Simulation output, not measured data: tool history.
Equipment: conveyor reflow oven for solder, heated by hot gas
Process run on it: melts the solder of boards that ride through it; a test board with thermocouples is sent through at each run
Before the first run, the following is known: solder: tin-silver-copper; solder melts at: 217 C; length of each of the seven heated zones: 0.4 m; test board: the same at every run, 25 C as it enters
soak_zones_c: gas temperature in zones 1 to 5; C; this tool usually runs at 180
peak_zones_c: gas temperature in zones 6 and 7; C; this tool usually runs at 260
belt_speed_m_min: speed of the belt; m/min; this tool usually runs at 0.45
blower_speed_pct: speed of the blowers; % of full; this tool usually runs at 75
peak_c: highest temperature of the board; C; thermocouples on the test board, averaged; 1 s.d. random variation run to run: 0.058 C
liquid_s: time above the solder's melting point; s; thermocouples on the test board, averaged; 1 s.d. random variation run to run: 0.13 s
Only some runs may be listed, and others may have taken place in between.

run   hour  soak_zones_c  peak_zones_c  belt_speed_m_min  blower_speed_pct  peak_c  liquid_s
  1      0           180           260              0.45                75  251.51      85.4
  2   28.8           180           260              0.45                75  251.58      85.6
  3   55.9           180           260             0.381                75  254.77     106.4
  4   83.2           180           260             0.381                75  254.78     106.4
  5   96.3           167           260             0.381                75  253.57      97.9
  6  116.2           167           257             0.468                73  245.53      69.2
  7  128.5           180           248              0.45                75  240.45      73.4
     135.3  -- flux residue cleaned out of gas plates and filters
  8  158.7           168           269              0.45                75  257.19      84.1
  9  179.3           173           266             0.403                75  257.95      98.3
 10    199           173           266             0.497                87  253.78      75.1

Difference, measured minus no-hidden-state, one row per run. Run-to-run variation is common to both terms; the gauge's own scatter need not be:
What the log doesn't record here: heat that the gas passes to the board, % of a clean oven's; belt's true speed, % of the reading; true gas temperature in zones 6 and 7 over the reading, C; drift of the gauge itself on peak_c, C; drift of the gauge itself on liquid_s, %.
run  peak_c  liquid_s
  1   +0.13      +0.4
  2   +0.08      +0.4
  3   +0.32      +0.8
  4   +0.29      +0.7
  5   +0.14      +0.3
  6   -0.28      -0.4
  7   +0.04      -0.2
  8   -1.22      -0.9
  9   -0.73      -0.5
 10   -1.61      -1.4
